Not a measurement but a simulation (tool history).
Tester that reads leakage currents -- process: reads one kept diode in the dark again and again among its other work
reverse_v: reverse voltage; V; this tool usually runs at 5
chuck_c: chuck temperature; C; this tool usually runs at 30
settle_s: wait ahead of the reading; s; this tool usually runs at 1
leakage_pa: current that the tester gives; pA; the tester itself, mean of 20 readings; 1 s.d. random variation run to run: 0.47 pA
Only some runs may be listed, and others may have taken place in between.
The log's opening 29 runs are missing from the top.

run    hour  reverse_v  chuck_c  settle_s  leakage_pa
 30  1710.4       4.97       49      1.83       769.8
 31  1745.5       8.16       31      1.62      246.24
 32  1821.1       8.16       31      1.62      247.47
 33    1898          5       31      4.47      182.68
 34  1963.8          5       31      4.47      183.93
 35  2032.8      11.03       30      2.07      277.77
 36  2083.9      14.19       39      6.23      676.63
 37  2161.5      17.84       44      6.23        1150
 38  2205.7      11.46       22      2.18      151.78
 39  2289.7       1.99       30         1       98.07

Branching from run 39: 3 alternative next runs. What would each branch give?
  A  2355.9       1.99       30      6.85           ?
  B  2355.9       1.52       50      7.53           ?
  C  2355.9       1.99       25      7.65           ?

run  leakage_pa
  A       98.37
  B      416.98
  C       64.66
Take away the tool's hidden state, keep each run's random variation, and the runs would have read:
run  leakage_pa
  A       89.11
  B      390.05
  C       57.52
